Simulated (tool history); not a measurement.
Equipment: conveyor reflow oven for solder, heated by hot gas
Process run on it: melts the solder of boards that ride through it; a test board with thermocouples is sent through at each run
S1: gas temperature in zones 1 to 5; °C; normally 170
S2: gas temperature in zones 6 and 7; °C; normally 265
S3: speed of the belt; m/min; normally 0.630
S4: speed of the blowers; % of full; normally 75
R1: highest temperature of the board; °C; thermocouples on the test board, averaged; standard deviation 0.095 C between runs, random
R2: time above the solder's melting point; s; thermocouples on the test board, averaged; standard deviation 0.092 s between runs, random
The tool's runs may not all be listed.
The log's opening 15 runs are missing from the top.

run   hour   S1   S2     S3  S4      R1     R2
 16  439.4  164  265  0.603  75  248.46  40.69
     463.6  -- belt drive overhauled, speed set with a stopwatch
 17  463.6  164  258  0.603  70  239.85  32.92
 18  500.4  164  258  0.603  70  239.56  32.96
 19  526.2  164  258  0.603  70  239.71  32.69
 20  563.4  169  269  0.668  56  238.90  27.72
 21  603.8  181  269  0.655  56  242.98  34.74
 22  639.8  169  262  0.561  73  247.01  43.60
 23  663.2  169  263  0.710  73  239.51  27.63
 24  705.3  169  263  0.710  73  239.24  27.49
 25  731.2  169  260  0.594  61  238.99  32.95
 26  773.8  169  260  0.594  61  238.67  32.75
 27  795.3  169  260  0.601  58  236.95  30.32
     835.4  -- flux residue cleaned out of gas plates and filters
 28  841.0  168  267  0.500  62  252.80  52.92
 29  885.1  168  267  0.500  62  252.63  52.92
 30  917.1  184  265  0.630  75  250.87  45.03

Forecast each of these 4 alternatives for the next run:
  A  937.6  166  261  0.630  72   ?   ?
  B  937.6  184  255  0.630  75   ?   ?
  C  937.6  184  256  0.650  60   ?   ?
  D  937.6  184  265  0.614  75   ?   ?

run      R1     R2
  A  243.48  34.88
  B  242.64  40.25
  C  237.46  32.83
  D  251.95  46.82
Without the tool's unlogged condition, the same runs would have read:
run      R1     R2
  A  242.72  34.17
  B  241.83  39.50
  C  236.68  31.98
  D  251.14  46.14
